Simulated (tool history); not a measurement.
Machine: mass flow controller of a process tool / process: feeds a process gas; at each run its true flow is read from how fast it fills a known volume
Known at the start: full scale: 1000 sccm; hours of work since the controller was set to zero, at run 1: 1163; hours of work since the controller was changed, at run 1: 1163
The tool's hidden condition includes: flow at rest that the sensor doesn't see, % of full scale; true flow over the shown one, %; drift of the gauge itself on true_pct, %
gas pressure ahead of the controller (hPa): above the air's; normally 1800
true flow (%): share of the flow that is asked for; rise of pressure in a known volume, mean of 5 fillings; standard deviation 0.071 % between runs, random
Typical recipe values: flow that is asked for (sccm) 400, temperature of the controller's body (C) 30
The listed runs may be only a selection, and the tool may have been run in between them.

run,hour,flow that is asked for (sccm),gas pressure ahead of the controller (hPa),temperature of the controller's body (C),hours of work since the controller was set to zero,hours of work since the controller was changed,true flow (%)
1,0,400,1800,30,1163,1163,100.15
2,39.5,400,1800,40,1178,1178,100.91
3,115.5,426,1800,30,1207,1207,100.25
4,156.6,400,1800,30,1223,1223,100.25
5,226,400,1800,30,1249,1249,100.28
6,292.2,400,1800,30,1274,1274,100.13
7,361.6,400,1800,30,1301,1301,100.11
8,420.8,400,1800,30,1323,1323,100.18
9,457.8,400,1800,32,1337,1337,100.25
10,490.8,111,1550,30,1350,1350,100.04
11,569.1,111,1550,30,1379,1379,100.01
12,643.9,111,1550,30,1408,1408,100.07
13,706.1,344,1670,30,1432,1432,100.07
14,773.4,263,2320,21,1457,1457,98.85
15,823.3,309,2610,30,1476,1476,99.58

Predict each of these 5 candidate next runs independently; none follows another, all start after run 15:
A,858.8,117,2040,25,1490,1490,?
B,858.8,309,1760,25,1490,1490,?
C,858.8,276,2190,26,1490,1490,?
D,858.8,167,1770,25,1490,1490,?
E,858.8,168,1800,36,1490,1490,?

run,true flow (%)
A,99.38
B,99.57
C,99.41
D,99.54
E,100.41
Had the tool no hidden state, the same runs would have come out as:
run,true flow (%)
A,99.36
B,99.56
C,99.4
D,99.53
E,100.4

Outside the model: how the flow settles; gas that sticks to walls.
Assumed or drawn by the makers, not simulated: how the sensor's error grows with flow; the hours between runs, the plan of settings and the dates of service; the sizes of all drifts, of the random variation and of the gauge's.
